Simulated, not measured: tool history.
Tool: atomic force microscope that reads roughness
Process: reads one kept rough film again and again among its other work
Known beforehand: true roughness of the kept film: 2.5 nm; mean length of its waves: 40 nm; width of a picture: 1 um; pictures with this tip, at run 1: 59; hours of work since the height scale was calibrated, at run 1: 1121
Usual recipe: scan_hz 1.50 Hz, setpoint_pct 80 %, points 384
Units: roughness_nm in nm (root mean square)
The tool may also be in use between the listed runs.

run,hour,scan_hz,setpoint_pct,points,pictures with this tip,hours of work since the height scale was calibrated,roughness_nm
1,0.0,1.50,80,384,59,1121,2.036
2,21.6,1.50,80,384,107,1138,2.012
3,55.3,1.50,80,384,183,1165,1.981
4,81.9,1.50,80,384,242,1186,1.938
# hour 86.4: new tip fitted
5,127.3,1.50,80,384,92,1222,2.010
6,150.0,1.50,80,347,142,1240,2.002
# hour 198.4: new tip fitted
7,199.3,1.50,80,797,1,1279,2.097
8,231.4,1.50,80,384,73,1304,2.049
9,272.4,1.50,80,384,165,1337,1.991
10,307.6,1.50,80,384,244,1365,1.933
# hour 310.6: new tip fitted
11,355.3,1.50,80,384,100,1403,2.038
12,400.2,0.89,80,384,201,1439,2.059
# hour 422.8: new tip fitted
13,430.3,1.50,80,384,17,1462,2.072
14,475.5,1.50,80,384,118,1498,2.022
15,512.9,1.50,80,384,201,1528,1.962
# hour 533.3: new tip fitted
16,542.1,1.50,80,384,20,1551,2.067
17,568.9,1.50,80,384,80,1572,2.035
18,597.4,1.50,80,384,143,1595,2.005
# hour 643.5: new tip fitted
19,643.5,1.50,80,384,0,1631,2.077
20,665.4,1.50,80,384,49,1649,2.061
21,706.9,1.50,80,349,142,1682,1.996
22,742.4,1.50,80,349,221,1710,1.952
# hour 754.9: new tip fitted
23,763.4,1.50,80,349,19,1726,2.065
# hour 767.7: height scale calibrated on a step standard
24,806.4,1.50,80,349,113,31,1.995
25,827.1,1.50,63,384,160,47,2.127
# hour 865.9: new tip fitted
26,865.9,0.71,76,445,0,78,2.230
27,889.1,0.71,76,855,52,96,2.196
28,936.2,0.87,76,296,157,134,2.095
29,956.4,1.50,84,384,202,150,1.906
# hour 978.0: new tip fitted
30,991.2,1.48,60,698,29,177,2.239
# hour 1006.4: height scale calibrated on a step standard, once more
31,1041.5,1.50,87,917,139,28,1.933
32,1071.1,0.66,87,484,206,52,2.057
# hour 1091.1: new tip fitted
33,1116.9,1.61,80,313,58,88,2.028
34,1161.3,3.81,86,384,157,123,1.573
35,1189.4,1.50,80,731,220,145,1.988
# hour 1203.8: new tip fitted
36,1210.8,1.50,80,731,16,162,2.116
37,1233.5,1.50,80,731,66,180,2.066
38,1276.8,3.33,66,731,163,215,1.984
# hour 1316.8: new tip fitted
39,1321.0,0.75,69,583,9,249,2.286
40,1356.7,0.86,69,506,89,278,2.225
41,1399.9,1.74,89,341,185,312,1.814
# hour 1427.1: new tip fitted
42,1433.0,2.90,69,257,13,338,2.059
43,1465.4,1.62,80,384,86,364,2.020
44,1498.2,2.70,84,428,159,390,1.754

Each row is a separate what-if for the run after 44, all from the same tool condition, not one after another. Results?
A,1526.2,1.46,62,953,222,413,?
B,1526.2,2.28,66,425,222,413,?
C,1526.2,2.68,84,971,222,413,?
D,1526.2,0.56,80,490,222,413,?
E,1526.2,2.70,82,462,222,413,?

run,roughness_nm
A,2.121
B,2.024
C,1.734
D,2.128
E,1.763
Stripped of hidden state, with their random variation kept, the same runs would have yielded:
run,roughness_nm
A,2.276
B,2.172
C,1.861
D,2.282
E,1.892

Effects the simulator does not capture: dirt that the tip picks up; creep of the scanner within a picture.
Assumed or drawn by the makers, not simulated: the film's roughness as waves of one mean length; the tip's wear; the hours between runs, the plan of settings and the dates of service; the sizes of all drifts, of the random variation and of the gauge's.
